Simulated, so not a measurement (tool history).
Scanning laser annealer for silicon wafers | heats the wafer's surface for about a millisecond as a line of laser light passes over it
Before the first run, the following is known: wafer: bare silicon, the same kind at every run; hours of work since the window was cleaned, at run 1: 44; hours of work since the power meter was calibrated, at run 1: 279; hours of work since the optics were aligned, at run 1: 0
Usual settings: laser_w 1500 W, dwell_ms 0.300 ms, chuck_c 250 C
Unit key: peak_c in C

run,day,laser_w,dwell_ms,chuck_c,hours of work since the window was cleaned,hours of work since the power meter was calibrated,hours of work since the optics were aligned,peak_c
1,0.000,1500,0.300,250,44,279,0,1027
2,0.988,1500,0.300,250,61,296,17,1023
3,1.933,1500,0.361,250,77,312,33,1101
4,3.029,1500,0.300,250,95,330,51,1018
5,3.725,1500,0.300,250,107,342,63,1018
6,4.342,1500,0.220,250,118,352,73,898
7,5.171,1500,0.220,250,132,366,88,897
8,5.883,1500,0.300,250,144,378,100,1013
9,6.479,1500,0.300,250,154,388,110,1015
10,7.358,1500,0.300,250,169,403,125,1016
11,8.379,1500,0.300,288,186,421,142,1045
12,9.392,1500,0.300,288,203,438,159,1040
13,9.896,1565,0.299,250,212,446,167,1039
14,11.008,1629,0.299,249,230,465,186,1068
15,12.092,1642,0.299,215,249,483,205,1039
16,13.100,1424,0.258,233,266,501,222,888

What does the tool deliver on the next run?
17,13.946,1329,0.217,250,280,515,236,?

Run 17 produced peak_c 802 C.
With the hidden condition absent and the run-to-run variation left alone, this run would have shown peak_c 828 C.
